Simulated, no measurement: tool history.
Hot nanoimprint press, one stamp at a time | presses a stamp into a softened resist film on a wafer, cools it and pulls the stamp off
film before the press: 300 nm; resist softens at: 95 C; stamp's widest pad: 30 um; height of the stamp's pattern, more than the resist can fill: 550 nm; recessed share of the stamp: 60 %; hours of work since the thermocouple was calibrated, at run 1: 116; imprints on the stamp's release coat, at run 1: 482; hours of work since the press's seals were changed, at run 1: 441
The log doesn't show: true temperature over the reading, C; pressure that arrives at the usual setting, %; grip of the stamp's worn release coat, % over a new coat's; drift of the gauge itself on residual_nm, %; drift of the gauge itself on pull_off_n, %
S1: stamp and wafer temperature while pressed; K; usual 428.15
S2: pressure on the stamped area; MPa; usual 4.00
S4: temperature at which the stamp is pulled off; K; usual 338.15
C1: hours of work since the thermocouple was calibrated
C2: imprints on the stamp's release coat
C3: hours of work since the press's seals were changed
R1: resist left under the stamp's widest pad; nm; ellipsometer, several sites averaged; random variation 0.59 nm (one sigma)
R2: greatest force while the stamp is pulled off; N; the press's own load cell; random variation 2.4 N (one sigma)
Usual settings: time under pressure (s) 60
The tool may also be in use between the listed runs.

run 1 hour=0.0 | S1=428.15 S2=4.00 time_under_pressure_(s)=60 S4=338.15 | C1=116 C2=482 C3=441 | R1=117.4 R2=147
run 2 hour=43.8 | S1=428.15 S2=4.23 time_under_pressure_(s)=60 S4=338.15 | C1=145 C2=667 C3=470 | R1=115.0 R2=157
run 3 hour=109.0 | S1=428.15 S2=4.23 time_under_pressure_(s)=71 S4=338.15 | C1=188 C2=943 C3=513 | R1=106.0 R2=173
-- hour=143.3 stamp cleaned and given a new release coat
run 4 hour=178.4 | S1=428.15 S2=4.23 time_under_pressure_(s)=71 S4=338.15 | C1=230 C2=149 C3=555 | R1=104.7 R2=130
run 5 hour=222.5 | S1=428.15 S2=4.23 time_under_pressure_(s)=71 S4=338.15 | C1=259 C2=335 C3=584 | R1=103.8 R2=139
run 6 hour=271.8 | S1=420.15 S2=2.63 time_under_pressure_(s)=99 S4=333.15 | C1=292 C2=544 C3=617 | R1=177.7 R2=165
run 7 hour=326.7 | S1=420.15 S2=2.63 time_under_pressure_(s)=99 S4=333.15 | C1=328 C2=776 C3=653 | R1=176.4 R2=168
-- hour=333.3 plate thermocouple calibrated
run 8 hour=360.3 | S1=428.15 S2=5.85 time_under_pressure_(s)=76 S4=337.15 | C1=18 C2=905 C3=674 | R1=84.1 R2=168

Forecast run 9:
-- hour=398.9 stamp cleaned and given a new release coat
run 9 hour=425.2 | S1=430.15 S2=4.26 time_under_pressure_(s)=38 S4=338.15 | C1=57 C2=111 C3=712 | R1=? R2=?

R1: 114.3 nm
R2: 128 N
Without the tool's hidden state the same run would have given R1 125.0 nm, R2 128 N.

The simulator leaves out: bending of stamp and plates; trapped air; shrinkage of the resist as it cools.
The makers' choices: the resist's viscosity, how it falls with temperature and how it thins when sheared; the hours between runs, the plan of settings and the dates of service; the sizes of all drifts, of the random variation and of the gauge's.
